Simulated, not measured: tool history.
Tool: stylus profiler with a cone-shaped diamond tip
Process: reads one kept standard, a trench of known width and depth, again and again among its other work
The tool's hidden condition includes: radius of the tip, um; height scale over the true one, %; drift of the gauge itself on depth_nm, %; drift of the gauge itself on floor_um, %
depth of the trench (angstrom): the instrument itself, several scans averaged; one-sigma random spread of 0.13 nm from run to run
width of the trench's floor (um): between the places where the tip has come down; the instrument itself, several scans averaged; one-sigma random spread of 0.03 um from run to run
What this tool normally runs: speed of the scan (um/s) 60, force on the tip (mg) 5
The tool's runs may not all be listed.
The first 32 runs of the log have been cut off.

| run | hour | speed of the scan (um/s) | force on the tip (mg) | scans with this tip | hours of work since the height scale was calibrated | depth of the trench (angstrom) | width of the trench's floor (um) |
|---|---|---|---|---|---|---|---|
| 33 | 1437 | 20 | 2.76 | 12498 | 1205 | 10108.5 | 93.87 |
| 34 | 1490.6 | 20 | 2.76 | 12922 | 1246 | 10113.6 | 93.89 |
| 35 | 1548.8 | 20 | 2.76 | 13381 | 1290 | 10110.1 | 93.8 |
| 36 | 1601.1 | 20 | 2.76 | 13794 | 1330 | 10113.4 | 93.73 |
| 37 | 1656.2 | 16 | 7.06 | 14229 | 1372 | 10192.7 | 93.65 |
| 38 | 1694.7 | 132 | 5 | 14533 | 1401 | 10157.5 | 93.29 |
| 39 | 1750 | 132 | 5 | 14969 | 1443 | 10157.3 | 93.23 |
| 40 | 1802.6 | 118 | 11.19 | 15384 | 1483 | 10252.9 | 93.31 |
| 41 | 1858.1 | 118 | 11.19 | 15823 | 1525 | 10255.4 | 93.3 |
| 42 | 1918.7 | 118 | 11.19 | 16301 | 1571 | 10253.6 | 93.18 |
|  | 1946.1 | height scale calibrated on a step standard |
| 43 | 1976 | 32 | 14.67 | 16749 | 23 | 10269.9 | 93.29 |
| 44 | 2023.4 | 133 | 4.5 | 17123 | 59 | 10120.2 | 92.89 |
| 45 | 2066.7 | 72 | 9.57 | 17465 | 92 | 10200.9 | 93.11 |
| 46 | 2129 | 72 | 9.57 | 17957 | 139 | 10203.2 | 93 |

4 ways to go on from here, each from the tool as it stands after run 46. What would each give?
| A | 2187.8 | 16 | 4.58 | 18421 | 184 | ? | ? |
| B | 2187.8 | 31 | 3.25 | 18421 | 184 | ? | ? |
| C | 2187.8 | 25 | 5.01 | 18421 | 184 | ? | ? |
| D | 2187.8 | 36 | 6.51 | 18421 | 184 | ? | ? |

| run | depth of the trench (angstrom) | width of the trench's floor (um) |
|---|---|---|
| A | 10123.4 | 93.05 |
| B | 10097.9 | 93.01 |
| C | 10132.7 | 92.99 |
| D | 10156.3 | 93.01 |
What these runs would have given with no unlogged condition in the tool:
| run | depth of the trench (angstrom) | width of the trench's floor (um) |
|---|---|---|
| A | 10127.1 | 96.48 |
| B | 10101.5 | 96.44 |
| C | 10136.3 | 96.42 |
| D | 10160 | 96.44 |
